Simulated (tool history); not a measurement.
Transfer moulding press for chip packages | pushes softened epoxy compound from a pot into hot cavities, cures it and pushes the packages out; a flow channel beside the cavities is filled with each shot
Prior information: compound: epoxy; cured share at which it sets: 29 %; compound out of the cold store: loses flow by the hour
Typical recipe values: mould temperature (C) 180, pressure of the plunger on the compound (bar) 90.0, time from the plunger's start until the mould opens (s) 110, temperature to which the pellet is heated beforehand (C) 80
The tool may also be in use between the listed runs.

run  hour  mould temperature (C)  pressure of the plunger on the compound (bar)  time from the plunger's start until the mould opens (s)  temperature to which the pellet is heated beforehand (C)  incoming compound's hours out of the cold store  length that the compound runs in the flow channel (mm)  greatest force on the pins that push the packages out (N)
  1   0.0                    180                                           90.0                                                      110                                                        80                                             46.2                                                     568                                                        685
      8.4  -- cavities cleaned with cleaning compound and waxed
  2   8.9                    180                                           90.0                                                      110                                                        80                                             24.9                                                     649                                                        906
  3  14.5                    180                                           90.0                                                      110                                                        82                                              9.4                                                     709                                                        934
  4  20.0                    180                                           90.0                                                      110                                                        82                                             26.1                                                     636                                                        909
     24.2  -- cavities cleaned with cleaning compound and waxed, once more
  5  28.0                    180                                           90.0                                                      110                                                        82                                             13.9                                                     686                                                        483
  6  37.5                    180                                           90.0                                                      110                                                        82                                             40.4                                                     580                                                        547
  7  43.7                    180                                           90.0                                                      110                                                        82                                             11.1                                                     698                                                        596
  8  52.0                    180                                           90.0                                                      110                                                        80                                             45.7                                                     566                                                        613
  9  61.5                    180                                           79.9                                                      110                                                        80                                             12.9                                                     650                                                        675
 10  66.1                    180                                           86.7                                                      142                                                        71                                             18.8                                                     655                                                        588
 11  73.3                    180                                           86.7                                                      142                                                        71                                             12.2                                                     680                                                        629
 12  77.7                    187                                           71.2                                                      133                                                        80                                             21.2                                                     567                                                        619
     80.1  -- cavities cleaned with cleaning compound and waxed
 13  86.3                    186                                           71.2                                                      133                                                        87                                             40.4                                                     506                                                        397

The next listed run, before its measurement:
 14  93.0                    186                                           82.2                                                      133                                                        88                                             33.6                                                       ?                                                          ?

length that the compound runs in the flow channel (mm): 564
greatest force on the pins that push the packages out (N): 431
The same run, on a tool lacking any hidden state, would have yielded length that the compound runs in the flow channel (mm) 599, greatest force on the pins that push the packages out (N) 341.
